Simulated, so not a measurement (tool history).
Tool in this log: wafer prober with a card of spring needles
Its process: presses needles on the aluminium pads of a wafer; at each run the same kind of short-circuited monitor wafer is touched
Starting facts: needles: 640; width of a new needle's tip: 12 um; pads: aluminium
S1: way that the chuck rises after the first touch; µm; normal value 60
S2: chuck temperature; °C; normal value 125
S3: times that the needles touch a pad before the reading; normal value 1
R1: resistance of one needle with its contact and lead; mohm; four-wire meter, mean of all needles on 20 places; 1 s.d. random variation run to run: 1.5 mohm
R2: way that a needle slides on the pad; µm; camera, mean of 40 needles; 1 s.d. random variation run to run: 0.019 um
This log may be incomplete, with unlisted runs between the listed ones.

Run 1, hour 0.0: usual settings. Result: R1 148 mohm, R2 9.01 µm.
At hour 16.8: tips cleaned on abrasive film.
Run 2, hour 25.0: usual settings. Result: R1 168 mohm, R2 9.01 µm.
At hour 33.8: tips cleaned on abrasive film.
Run 3, hour 44.8: usual settings. Result: R1 171 mohm, R2 8.97 µm.
At hour 50.6: tips cleaned on abrasive film.
Run 4, hour 61.7: usual settings. Result: R1 169 mohm, R2 8.95 µm.
At hour 68.5: tips cleaned on abrasive film.
Run 5, hour 81.7: usual settings. Result: R1 171 mohm, R2 8.96 µm.
At hour 86.5: tips cleaned on abrasive film.
Run 6, hour 100.1: usual settings. Result: R1 172 mohm, R2 8.91 µm.
At hour 104.0: tips cleaned on abrasive film.
At hour 121.1: tips cleaned on abrasive film.
Run 7, hour 121.7: usual settings. Result: R1 152 mohm, R2 8.89 µm.
Run 8, hour 133.4: usual settings. Result: R1 171 mohm, R2 8.90 µm.
At hour 139.8: tips cleaned on abrasive film.
Run 9, hour 152.8: usual settings. Result: R1 173 mohm, R2 8.88 µm.
At hour 156.7: tips cleaned on abrasive film.
Run 10, hour 170.4: usual settings. Result: R1 172 mohm, R2 8.91 µm.
At hour 173.8: tips cleaned on abrasive film.
Run 11, hour 187.4: usual settings. Result: R1 172 mohm, R2 8.89 µm.
At hour 191.6: tips cleaned on abrasive film.
At hour 193.8: height of the first contact set anew.
Run 12, hour 206.0: usual settings. Result: R1 173 mohm, R2 9.17 µm.
At hour 209.0: tips cleaned on abrasive film.
At hour 226.4: tips cleaned on abrasive film.
Run 13, hour 232.8: usual settings but S2 50 °C. Result: R1 154 mohm, R2 9.08 µm.
At hour 243.5: tips cleaned on abrasive film.
Run 14, hour 253.5: usual settings but S1 73 µm, S2 50 °C. Result: R1 152 mohm, R2 11.05 µm.
At hour 260.6: tips cleaned on abrasive film.
Run 15, hour 275.5: usual settings but S1 73 µm, S2 50 °C. Result: R1 156 mohm, R2 11.05 µm.
At hour 278.6: tips cleaned on abrasive film.
Run 16, hour 291.6: usual settings but S1 73 µm, S2 50 °C. Result: R1 154 mohm, R2 11.08 µm.
At hour 296.9: tips cleaned on abrasive film.
Run 17, hour 303.6: usual settings but S1 73 µm, S2 50 °C. Result: R1 148 mohm, R2 11.02 µm.
At hour 313.6: tips cleaned on abrasive film.
At hour 330.8: tips cleaned on abrasive film.
Run 18, hour 331.1: usual settings but S1 48 µm, S3 2. Result: R1 156 mohm, R2 7.18 µm.
At hour 349.9: tips cleaned on abrasive film.
Run 19, hour 352.6: usual settings but S1 48 µm. Result: R1 163 mohm, R2 7.15 µm.
At hour 368.2: tips cleaned on abrasive film.
Run 20, hour 371.1: usual settings but S1 64 µm. Result: R1 156 mohm, R2 9.59 µm.
At hour 386.5: tips cleaned on abrasive film.
Run 21, hour 396.9: usual settings but S1 52 µm. Result: R1 179 mohm, R2 7.76 µm.
At hour 404.3: tips cleaned on abrasive film.
Run 22, hour 409.6: usual settings but S1 58 µm, S2 33 °C. Result: R1 152 mohm, R2 8.63 µm.
At hour 422.8: tips cleaned on abrasive film.
Run 23, hour 427.7: usual settings but S1 51 µm, S2 55 °C. Result: R1 161 mohm, R2 7.55 µm.
At hour 440.7: tips cleaned on abrasive film.
Run 24, hour 442.6: usual settings but S1 61 µm, S2 92 °C. Result: R1 151 mohm, R2 9.07 µm.
At hour 458.5: tips cleaned on abrasive film.
Run 25, hour 466.9: usual settings but S1 58 µm, S2 79 °C, S3 2. Result: R1 155 mohm, R2 8.60 µm.
At hour 475.5: tips cleaned on abrasive film.
Run 26, hour 489.4: usual settings but S1 72 µm, S2 92 °C. Result: R1 163 mohm, R2 10.72 µm.
At hour 494.5: tips cleaned on abrasive film.
At hour 512.3: tips cleaned on abrasive film.
Run 27, hour 515.9: usual settings but S1 44 µm, S2 83 °C, S3 3. Result: R1 157 mohm, R2 6.41 µm.
At hour 528.2: height of the first contact set anew.
Run 28, hour 528.2: usual settings but S1 65 µm, S2 44 °C, S3 2. Result: R1 151 mohm, R2 9.93 µm.
At hour 530.2: tips cleaned on abrasive film.
At hour 547.8: tips cleaned on abrasive film.
Run 29, hour 554.2: usual settings but S1 65 µm, S2 44 °C, S3 2. Result: R1 147 mohm, R2 9.85 µm.
At hour 564.7: tips cleaned on abrasive film.
Run 30, hour 580.9: usual settings but S1 66 µm, S2 96 °C, S3 2. Result: R1 160 mohm, R2 9.99 µm.
At hour 582.5: tips cleaned on abrasive film.
At hour 599.3: tips cleaned on abrasive film.
Run 31, hour 600.1: usual settings but S1 66 µm, S2 96 °C, S3 2. Result: R1 147 mohm, R2 9.97 µm.
At hour 616.6: tips cleaned on abrasive film.
Run 32, hour 624.9: usual settings but S1 66 µm, S2 96 °C, S3 2. Result: R1 153 mohm, R2 9.94 µm.

Expected results for the next run?
At hour 634.4: tips cleaned on abrasive film.
Run 33, hour 642.7: usual settings but S2 110 °C, S3 3. Result: R1 ?, R2 ?.

{"run 33": {"R1": 156, "R2": 9.02}}
Without the tool's hidden state the same run would have given R1 146 mohm, R2 9.13 µm.
